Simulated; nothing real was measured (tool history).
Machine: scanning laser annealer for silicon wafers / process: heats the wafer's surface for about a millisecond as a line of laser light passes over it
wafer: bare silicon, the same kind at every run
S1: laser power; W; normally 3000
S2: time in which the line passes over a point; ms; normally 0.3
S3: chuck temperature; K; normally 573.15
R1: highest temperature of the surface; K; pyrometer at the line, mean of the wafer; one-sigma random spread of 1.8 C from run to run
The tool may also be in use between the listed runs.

Run 1, day 0: usual settings. Result: R1 1283.15 K.
Run 2, day 1.862: usual settings. Result: R1 1280.15 K.
Run 3, day 4.167: usual settings. Result: R1 1278.15 K.
Run 4, day 6.033: usual settings. Result: R1 1280.15 K.
Run 5, day 8: usual settings. Result: R1 1280.15 K.
Run 6, day 10.079: usual settings. Result: R1 1281.15 K.
Run 7, day 11.242: usual settings. Result: R1 1279.15 K.
Run 8, day 13.333: usual settings but S1 2584 W. Result: R1 1159.15 K.
Run 9, day 15.371: usual settings. Result: R1 1278.15 K.
Run 10, day 17.162: usual settings. Result: R1 1283.15 K.
Run 11, day 19.129: usual settings. Result: R1 1280.15 K.
Run 12, day 21.488: usual settings. Result: R1 1281.15 K.
Run 13, day 22.675: usual settings but S2 0.297 ms. Result: R1 1277.15 K.
Run 14, day 24.954: usual settings but S1 3120 W. Result: R1 1315.15 K.
Run 15, day 27.325: usual settings but S1 3120 W, S3 575.15 K. Result: R1 1316.15 K.
Run 16, day 29.025: usual settings but S2 0.321 ms. Result: R1 1305.15 K.
Run 17, day 30.779: usual settings but S2 0.321 ms. Result: R1 1302.15 K.
Run 18, day 32.533: usual settings but S2 0.344 ms. Result: R1 1329.15 K.
Run 19, day 34.65: usual settings but S2 0.344 ms. Result: R1 1322.15 K.
Run 20, day 35.896: usual settings but S1 3129 W. Result: R1 1317.15 K.
Run 21, day 38.404: usual settings but S1 3165 W, S2 0.279 ms. Result: R1 1300.15 K.
Run 22, day 41.1: usual settings but S1 2588 W, S2 0.291 ms. Result: R1 1154.15 K.
Run 23, day 42.667: usual settings but S1 3091 W, S2 0.231 ms, S3 581.15 K. Result: R1 1231.15 K.
Run 24, day 44.75: usual settings but S1 3091 W, S2 0.231 ms, S3 581.15 K. Result: R1 1228.15 K.
Run 25, day 46.912: usual settings but S1 3091 W, S2 0.231 ms, S3 581.15 K. Result: R1 1233.15 K.
Run 26, day 48.358: usual settings but S1 2718 W, S2 0.354 ms, S3 550.15 K. Result: R1 1225.15 K.
Run 27, day 50.504: usual settings but S1 2686 W, S3 533.15 K. Result: R1 1151.15 K.
Run 28, day 52.512: usual settings but S1 2686 W, S3 533.15 K. Result: R1 1150.15 K.
Run 29, day 54.146: usual settings but S1 2686 W, S3 533.15 K. Result: R1 1148.15 K.
Run 30, day 56.683: usual settings but S1 2847 W, S3 579.15 K. Result: R1 1245.15 K.
Run 31, day 58.979: usual settings but S1 2847 W, S3 579.15 K. Result: R1 1240.15 K.
Run 32, day 60.275: usual settings but S1 2847 W, S3 579.15 K. Result: R1 1239.15 K.
Run 33, day 62.308: usual settings but S1 3197 W, S2 0.295 ms, S3 561.15 K. Result: R1 1322.15 K.
Run 34, day 64.467: usual settings but S1 3197 W, S2 0.295 ms, S3 561.15 K. Result: R1 1321.15 K.
Run 35, day 66.417: usual settings but S1 3197 W, S2 0.295 ms, S3 561.15 K. Result: R1 1322.15 K.
Run 36, day 68.508: usual settings but S1 3197 W, S2 0.295 ms, S3 561.15 K. Result: R1 1323.15 K.
Run 37, day 69.783: usual settings but S2 0.354 ms, S3 545.15 K. Result: R1 1309.15 K.
Run 38, day 71.221: usual settings but S1 2821 W, S2 0.221 ms, S3 582.15 K. Result: R1 1151.15 K.
Run 39, day 72.725: usual settings but S1 3176 W, S2 0.345 ms, S3 582.15 K. Result: R1 1394.15 K.
Run 40, day 74.55: usual settings but S1 3176 W, S2 0.345 ms. Result: R1 1381.15 K.

The log once held 2 entries between its listed runs, left out of this copy. Where does each go, and what is different about the tool's unlogged condition between the listed run before it and the listed run after it?
Between runs 21 and 22: optics aligned, line set to its width (day 39.288)
  width of the line over the set one, %: 0.1 -> 0
Between runs 24 and 25: window over the wafer cleaned (day 46.196)
  light that passes the window, % of a clean one's: 99.91 -> 99.99
